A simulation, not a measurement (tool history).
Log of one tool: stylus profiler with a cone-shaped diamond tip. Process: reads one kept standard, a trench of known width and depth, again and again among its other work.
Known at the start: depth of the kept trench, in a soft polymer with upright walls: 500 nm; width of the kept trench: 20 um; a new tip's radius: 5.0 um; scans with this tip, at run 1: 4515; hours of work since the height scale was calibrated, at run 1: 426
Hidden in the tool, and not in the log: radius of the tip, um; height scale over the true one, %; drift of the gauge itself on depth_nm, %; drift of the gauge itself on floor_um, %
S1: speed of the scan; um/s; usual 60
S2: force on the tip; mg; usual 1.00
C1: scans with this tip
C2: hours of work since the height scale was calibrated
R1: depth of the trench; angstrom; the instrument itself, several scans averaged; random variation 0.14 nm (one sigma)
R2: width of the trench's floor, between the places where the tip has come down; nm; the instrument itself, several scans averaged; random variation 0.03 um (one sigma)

run	hour	S1	S2	C1	C2	R1	R2
1	0.0	60	1.00	4515	426	5031.9	14530
2	16.3	60	1.00	4615	435	5031.9	14530
3	34.4	60	1.00	4726	446	5029.3	14450
4	46.4	60	1.10	4799	453	5033.6	14510
5	64.2	60	0.39	4908	463	5013.6	14260
6	78.7	171	1.00	4997	471	5030.7	13620
7	95.8	171	1.00	5102	481	5030.7	13640
8	105.3	122	0.36	5160	487	5010.4	13340
9	114.7	60	0.70	5217	492	5022.3	14420
10	128.8	32	0.52	5303	500	5015.8	14600

Measured less the same run without the tool's hidden state. The same run-to-run variation is in both; the gauge's scatter may not be:
run	R1	R2
1	-6.8	-620
2	-7.0	-640
3	-7.1	-650
4	-7.3	-660
5	-7.5	-670
6	-7.6	-680
7	-7.8	-690
8	-7.9	-710
9	-8.0	-720
10	-8.1	-720
